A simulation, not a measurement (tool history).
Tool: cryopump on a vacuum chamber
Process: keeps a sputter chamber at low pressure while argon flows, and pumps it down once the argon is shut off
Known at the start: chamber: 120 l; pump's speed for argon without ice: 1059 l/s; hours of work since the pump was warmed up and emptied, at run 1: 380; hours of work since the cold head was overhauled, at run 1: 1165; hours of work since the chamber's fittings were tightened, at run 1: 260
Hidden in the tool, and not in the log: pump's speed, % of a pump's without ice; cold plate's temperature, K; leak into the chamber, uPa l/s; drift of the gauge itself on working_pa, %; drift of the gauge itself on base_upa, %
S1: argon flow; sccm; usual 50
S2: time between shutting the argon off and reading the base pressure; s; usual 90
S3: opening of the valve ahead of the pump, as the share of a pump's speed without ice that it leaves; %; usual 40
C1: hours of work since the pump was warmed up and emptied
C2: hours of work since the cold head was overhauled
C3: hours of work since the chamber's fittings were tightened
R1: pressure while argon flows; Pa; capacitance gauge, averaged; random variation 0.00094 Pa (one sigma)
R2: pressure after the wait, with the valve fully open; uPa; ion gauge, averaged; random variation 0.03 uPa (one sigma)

| run | hour | S1 | S2 | S3 | C1 | C2 | C3 | R1 | R2 |
|---|---|---|---|---|---|---|---|---|---|
| 1 | 0 | 50 | 90 | 40 | 380 | 1165 | 260 | 0.2134 | 1.93 |
| 2 | 64.4 | 50 | 90 | 40 | 416 | 1202 | 296 | 0.2162 | 2 |
| 3 | 140.7 | 50 | 90 | 40 | 459 | 1245 | 340 | 0.2169 | 2.06 |
| 4 | 188.8 | 50 | 90 | 40 | 486 | 1272 | 367 | 0.2171 | 2.14 |
| 5 | 245.7 | 50 | 90 | 40 | 518 | 1304 | 399 | 0.2203 | 2.2 |
| 6 | 292.9 | 50 | 90 | 40 | 545 | 1331 | 425 | 0.2204 | 2.15 |
| 7 | 350.5 | 50 | 90 | 40 | 578 | 1363 | 458 | 0.2221 | 2.15 |
| 8 | 399.1 | 50 | 114 | 45 | 605 | 1391 | 485 | 0.2012 | 2.05 |
| 9 | 469.7 | 50 | 114 | 45 | 645 | 1430 | 525 | 0.2036 | 2.16 |
| 10 | 541.6 | 50 | 114 | 45 | 685 | 1471 | 566 | 0.2047 | 2.15 |
| 11 | 618.5 | 59 | 25 | 49 | 729 | 1514 | 609 | 0.2293 | 5.7 |
| 12 | 675.3 | 25 | 90 | 36 | 761 | 1546 | 641 | 0.1266 | 2.54 |
|  | 726.5 | pump warmed up, emptied and cooled again |
| 13 | 747.2 | 69 | 90 | 57 | 12 | 1584 | 679 | 0.1965 | 2.3 |
| 14 | 791.9 | 50 | 20 | 29 | 37 | 1609 | 704 | 0.2818 | 6.55 |

5 ways to go on from here, each from the tool as it stands after run 14. What would each give?
| A | 847.3 | 50 | 261 | 40 | 68 | 1641 | 735 | ? | ? |
| B | 847.3 | 26 | 20 | 29 | 68 | 1641 | 735 | ? | ? |
| C | 847.3 | 36 | 96 | 16 | 68 | 1641 | 735 | ? | ? |
| D | 847.3 | 31 | 72 | 56 | 68 | 1641 | 735 | ? | ? |
| E | 847.3 | 73 | 20 | 29 | 68 | 1641 | 735 | ? | ? |

| run | R1 | R2 |
|---|---|---|
| A | 0.2029 | 1.62 |
| B | 0.1444 | 6.46 |
| C | 0.3612 | 2.3 |
| D | 0.0895 | 2.72 |
| E | 0.4068 | 6.49 |
Without the tool's hidden state the same runs would have given:
| run | R1 | R2 |
|---|---|---|
| A | 0.1986 | 0.71 |
| B | 0.1422 | 5.56 |
| C | 0.3581 | 1.4 |
| D | 0.0869 | 1.8 |
| E | 0.4005 | 5.59 |
